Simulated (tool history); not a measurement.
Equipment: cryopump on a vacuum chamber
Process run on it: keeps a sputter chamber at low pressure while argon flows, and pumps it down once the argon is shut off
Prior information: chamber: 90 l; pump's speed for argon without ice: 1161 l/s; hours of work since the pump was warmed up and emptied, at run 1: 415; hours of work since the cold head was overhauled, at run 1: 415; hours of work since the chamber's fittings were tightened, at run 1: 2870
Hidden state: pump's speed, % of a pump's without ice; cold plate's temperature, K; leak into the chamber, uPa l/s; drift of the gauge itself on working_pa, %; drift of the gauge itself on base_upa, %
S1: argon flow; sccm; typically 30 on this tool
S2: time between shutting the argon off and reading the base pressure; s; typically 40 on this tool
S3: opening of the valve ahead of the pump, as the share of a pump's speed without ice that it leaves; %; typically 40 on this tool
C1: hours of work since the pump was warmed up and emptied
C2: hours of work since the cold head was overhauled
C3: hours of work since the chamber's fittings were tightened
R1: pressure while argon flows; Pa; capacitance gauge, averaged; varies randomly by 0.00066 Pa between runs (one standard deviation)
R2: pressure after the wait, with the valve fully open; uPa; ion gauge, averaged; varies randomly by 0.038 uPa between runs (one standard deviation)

run   hour  S1   S2  S3   C1   C2    C3      R1    R2
  1    0.0  30   40  40  415  415  2870  0.1150  3.13
  2   14.2  30   40  40  423  423  2878  0.1147  3.17
  3   27.9  30   40  40  432  432  2887  0.1149  3.18
  4   44.6  30  149  40  442  442  2897  0.1157  1.71
  5   61.6  30  149  40  452  452  2907  0.1167  1.70
  6   75.7  24   40  40  461  461  2916  0.0934  3.14
  7   99.0  30   40  26  475  475  2930  0.1762  3.20
  8  122.2  30   40  26  489  489  2945  0.1739  3.19
  9  146.7  30   40  26  504  504  2960  0.1754  3.13
 10  161.3  30   40  26  513  513  2968  0.1750  3.16
 11  180.9  51   40  40  525  525  2981  0.2004  3.22
 12  200.2  51   40  40  537  537  2992  0.1997  3.13
 13  226.2  51   40  40  553  553  3008  0.1988  3.25
 14  241.9  51   40  40  563  563  3018  0.1991  3.19
 15  268.3  30  258  40  579  579  3034  0.1175  1.57
 16  288.8  30   40  40  591  591  3047  0.1194  3.23
 17  313.3  30  104  40  606  606  3062  0.1173  2.10
 18  332.5  30  104  40  618  618  3073  0.1180  2.07
 19  346.9  30   55  32  627  627  3082  0.1451  2.73
 20  363.5  30   55  32  637  637  3092  0.1450  2.76
 21  390.9  30   55  32  654  654  3109  0.1460  2.77
 22  411.8  30  242  30  667  667  3122  0.1550  1.73
 23  429.1  30  242  55  677  677  3132  0.0898  1.72
 24  452.8  25   38  44  692  692  3147  0.0911  3.32
 25  469.0  25   38  44  702  702  3157  0.0914  3.42
 26  482.5  22   20  40  710  710  3165  0.0891  5.19
 27  509.9  30   20  23  727  727  3182  0.2011  5.27
 28  535.7  25  132  40  742  742  3198  0.1007  1.96
 29  556.0  41  126  18  755  755  3210  0.3447  2.00
 30  572.3  18   98  47  765  765  3220  0.0634  2.16
 31  591.0  30   30  23  776  776  3232  0.2012  4.04
 32  617.5  30   30  23  793  793  3248  0.2027  3.87
 33  635.4  30   30  23  804  804  3259  0.2020  4.11
 34  650.9  30  222  26  813  813  3268  0.1808  1.78

Some steps in R1, run to run, broken into two amounts with sign: the step expected even without the hidden condition (settings, incoming material, random variation), and the rest, left for the hidden condition together with whatever gauge scatter is not in both the measured and the hidden-condition-free result:
Run 10 -> 11: S1 30 -> 51, S3 26 -> 40. R1 +0.0254 Pa: hidden state +0.0057, all else +0.0197.
Run 28 -> 29: S1 25 -> 41, S2 132 -> 126, S3 40 -> 18. R1 +0.2440 Pa: hidden state +0.0063, all else +0.2377.
Run 29 -> 30: S1 41 -> 18, S2 126 -> 98, S3 18 -> 47. R1 -0.2813 Pa: hidden state -0.0087, all else -0.2726.
Run 30 -> 31: S1 18 -> 30, S2 98 -> 30, S3 47 -> 23. R1 +0.1378 Pa: hidden state +0.0050, all else +0.1328.
